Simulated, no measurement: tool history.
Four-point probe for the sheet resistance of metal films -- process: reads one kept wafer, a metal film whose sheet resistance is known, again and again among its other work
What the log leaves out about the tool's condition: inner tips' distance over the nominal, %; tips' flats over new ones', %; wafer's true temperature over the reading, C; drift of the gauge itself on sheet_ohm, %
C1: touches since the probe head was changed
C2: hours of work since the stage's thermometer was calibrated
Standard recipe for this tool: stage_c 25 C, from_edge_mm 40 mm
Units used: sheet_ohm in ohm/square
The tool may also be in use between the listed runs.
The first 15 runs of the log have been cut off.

Run 16, hour 397.6: usual settings but stage_c 34 C; C1 51750; C2 771. Result: sheet_ohm 17.292485 ohm/square.
Run 17, hour 420.5: usual settings but stage_c 33 C; C1 52429; C2 782. Result: sheet_ohm 17.289852 ohm/square.
Run 18, hour 440.6: usual settings but stage_c 33 C; C1 53025; C2 791. Result: sheet_ohm 17.292724 ohm/square.
Run 19, hour 472.9: usual settings but from_edge_mm 30 mm; C1 53981; C2 806. Result: sheet_ohm 17.283673 ohm/square.
Run 20, hour 502.3: usual settings but from_edge_mm 30 mm; C1 54852; C2 820. Result: sheet_ohm 17.281193 ohm/square.
Run 21, hour 540.6: usual settings but from_edge_mm 30 mm; C1 55988; C2 838. Result: sheet_ohm 17.289241 ohm/square.
Run 22, hour 563.2: usual settings but from_edge_mm 30 mm; C1 56657; C2 848. Result: sheet_ohm 17.282520 ohm/square.
Run 23, hour 579.7: usual settings but from_edge_mm 30 mm; C1 57144; C2 856. Result: sheet_ohm 17.285562 ohm/square.
Run 24, hour 603.9: usual settings but from_edge_mm 13 mm; C1 57864; C2 867. Result: sheet_ohm 17.294421 ohm/square.
Run 25, hour 623.0: usual settings but stage_c 35 C, from_edge_mm 4 mm; C1 58430; C2 876. Result: sheet_ohm 17.521179 ohm/square.
Run 26, hour 639.1: usual settings but stage_c 29 C, from_edge_mm 4 mm; C1 58907; C2 884. Result: sheet_ohm 17.516956 ohm/square.
Run 27, hour 673.9: usual settings but stage_c 22 C, from_edge_mm 5 mm; C1 59937; C2 900. Result: sheet_ohm 17.422031 ohm/square.
Run 28, hour 704.9: usual settings but stage_c 22 C, from_edge_mm 5 mm; C1 60854; C2 914. Result: sheet_ohm 17.426327 ohm/square.
Run 29, hour 729.8: usual settings but stage_c 24 C, from_edge_mm 57 mm; C1 61593; C2 926. Result: sheet_ohm 17.282187 ohm/square.
Run 30, hour 756.2: usual settings but stage_c 26 C, from_edge_mm 24 mm; C1 62374; C2 938. Result: sheet_ohm 17.286250 ohm/square.
Run 31, hour 790.1: usual settings but stage_c 26 C, from_edge_mm 24 mm; C1 63379; C2 954. Result: sheet_ohm 17.287539 ohm/square.
Run 32, hour 826.6: usual settings but stage_c 23 C; C1 64463; C2 971. Result: sheet_ohm 17.279168 ohm/square.

What will run 33 give?
Run 33, hour 847.7: usual settings but stage_c 18 C, from_edge_mm 22 mm; C1 65088; C2 981. Result: sheet_ohm ?.

sheet_ohm: 17.281301 ohm/square
With the hidden condition absent and the run-to-run variation left alone, this run would have shown sheet_ohm 17.280245 ohm/square.
